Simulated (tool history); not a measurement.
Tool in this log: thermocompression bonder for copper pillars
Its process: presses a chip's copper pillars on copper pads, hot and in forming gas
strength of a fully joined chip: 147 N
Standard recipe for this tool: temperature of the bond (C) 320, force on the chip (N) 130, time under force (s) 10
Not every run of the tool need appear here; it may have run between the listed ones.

run     day  temperature of the bond (C)  force on the chip (N)  time under force (s)  force that shears a chip off (N)
  1   0.000                          320                    130                    10                              44.5
      1.467  -- forming gas filter changed
  2   2.538                          320                    130                    10                              47.6
  3   4.567                          320                    130                    10                              46.0
  4   6.150                          320                    130                    10                              44.4
  5   9.046                          320                     90                    10                              28.6
      9.621  -- forming gas filter changed
  6  10.600                          316                    130                    10                              44.9
  7  11.896                          320                    130                    10                              45.3
     12.375  -- force cell calibrated
  8  13.300                          344                     94                     8                              42.0
  9  16.104                          307                    130                    10                              35.9
     17.833  -- forming gas filter changed
 10  18.021                          340                     98                    10                              46.7
 11  20.054                          333                    130                     5                              42.4
 12  21.508                          338                     82                    11                              36.4
 13  23.129                          290                    101                    11                              21.4

5 ways to go on from here, each from the tool as it stands after run 13. What would each give?
  A  24.842                          309                     99                    12                                 ?
  B  24.842                          298                    170                    22                                 ?
  C  24.842                          292                     96                    21                                 ?
  D  24.842                          307                    116                     6                                 ?
  E  24.842                          290                     97                    20                                 ?

run  force that shears a chip off (N)
  A                              28.4
  B                              57.2
  C                              26.8
  D                              24.6
  E                              25.5
Stripped of hidden state, with their random variation kept, the same runs would have yielded:
run  force that shears a chip off (N)
  A                              35.9
  B                              70.6
  C                              34.0
  D                              31.2
  E                              32.5
